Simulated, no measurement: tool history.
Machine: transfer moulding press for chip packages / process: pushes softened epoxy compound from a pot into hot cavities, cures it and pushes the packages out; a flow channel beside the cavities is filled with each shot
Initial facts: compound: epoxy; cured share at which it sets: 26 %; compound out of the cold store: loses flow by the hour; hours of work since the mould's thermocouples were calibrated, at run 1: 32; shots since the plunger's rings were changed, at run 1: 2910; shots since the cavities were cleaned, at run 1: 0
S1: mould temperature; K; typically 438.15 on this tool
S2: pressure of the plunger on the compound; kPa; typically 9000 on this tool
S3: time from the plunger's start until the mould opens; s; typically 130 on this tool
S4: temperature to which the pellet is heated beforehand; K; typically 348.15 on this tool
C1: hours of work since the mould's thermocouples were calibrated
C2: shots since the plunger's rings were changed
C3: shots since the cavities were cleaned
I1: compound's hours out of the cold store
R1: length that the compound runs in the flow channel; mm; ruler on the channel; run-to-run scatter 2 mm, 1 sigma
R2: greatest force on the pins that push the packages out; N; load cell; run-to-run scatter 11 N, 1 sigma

run,day,S1,S2,S3,S4,C1,C2,C3,I1,R1,R2
1,0.000,438.15,9000,130,348.15,32,2910,0,16.3,689,556
2,0.375,438.15,9000,130,348.15,38,3007,97,23.3,664,603
3,0.642,438.15,9000,130,348.15,43,3077,167,45.2,593,610
4,0.988,438.15,9000,130,348.15,49,3167,257,18.1,679,690
5,1.400,438.15,9000,130,348.15,55,3274,364,10.6,702,743
6,1.933,435.15,9000,130,348.15,64,3412,502,16.6,693,958
# day 2.033: cavities cleaned with cleaning compound and waxed
7,2.471,438.15,8680,130,348.15,72,3536,114,9.5,690,662
8,2.762,438.15,8680,130,348.15,77,3611,189,32.1,622,632
9,3.254,438.15,9000,130,348.15,85,3740,318,31.0,630,702
10,3.733,438.15,9000,130,348.15,93,3864,442,27.1,640,753
# day 3.888: plunger's sealing rings changed
# day 4.154: cavities cleaned with cleaning compound and waxed
11,4.296,438.15,9000,130,348.15,99,90,37,47.1,619,537
12,4.754,430.15,9000,130,348.15,107,209,156,36.4,678,1153
13,4.996,430.15,9000,130,348.15,111,272,219,19.4,734,1326
14,5.462,433.15,9000,130,348.15,119,393,340,26.8,695,1059
15,6.046,433.15,9000,130,348.15,128,545,492,28.3,689,1107
# day 6.154: cavities cleaned with cleaning compound and waxed
16,6.617,433.15,9000,130,348.15,137,677,121,11.1,748,984
17,7.162,433.15,9000,130,348.15,146,819,263,35.4,663,1005
18,7.496,438.15,6970,135,356.15,151,905,349,40.4,553,663
19,7.767,446.15,7140,141,353.15,156,975,419,27.5,569,551
# day 8.196: cavities cleaned with cleaning compound and waxed
20,8.200,446.15,7140,141,353.15,162,1072,1,12.8,608,420
21,8.492,438.15,9000,130,356.15,167,1147,76,24.7,675,585
22,9.050,438.15,9000,130,356.15,176,1292,221,29.5,659,642
23,9.371,438.15,9000,130,356.15,181,1376,305,18.5,687,713
24,9.962,435.15,9000,116,353.15,191,1530,459,30.7,663,1104
# day 10.208: cavities cleaned with cleaning compound and waxed
25,10.533,444.15,8160,157,357.15,199,1662,85,30.1,601,434
26,10.917,444.15,8160,157,357.15,206,1762,185,47.0,554,468
27,11.304,444.15,9880,157,354.15,212,1862,285,29.6,661,509
28,11.658,438.15,9450,130,348.15,218,1954,377,24.7,679,708

Measured less the same run without the tool's hidden state. The same run-to-run variation is in both; the gauge's scatter may not be:
Hidden state at play: true mould temperature over the reading, C; pressure that reaches the compound, % of what is set; grip of the stained cavities, % over clean ones'; drift of the gauge itself on flow_mm, %; drift of the gauge itself on push_out_n, %.
run,R1,R2
1,-31,+10
2,-31,+63
3,-29,+92
4,-33,+137
5,-36,+182
6,-37,+281
7,-38,+76
8,-35,+101
9,-38,+157
10,-39,+206
11,-4,+25
12,-5,+159
13,-6,+230
14,-8,+244
15,-9,+312
16,-11,+136
17,-11,+213
18,-10,+165
19,-11,+150
20,-13,+5
21,-15,+46
22,-16,+111
23,-18,+151
24,-19,+299
25,-18,+38
26,-18,+73
27,-21,+103
28,-24,+168
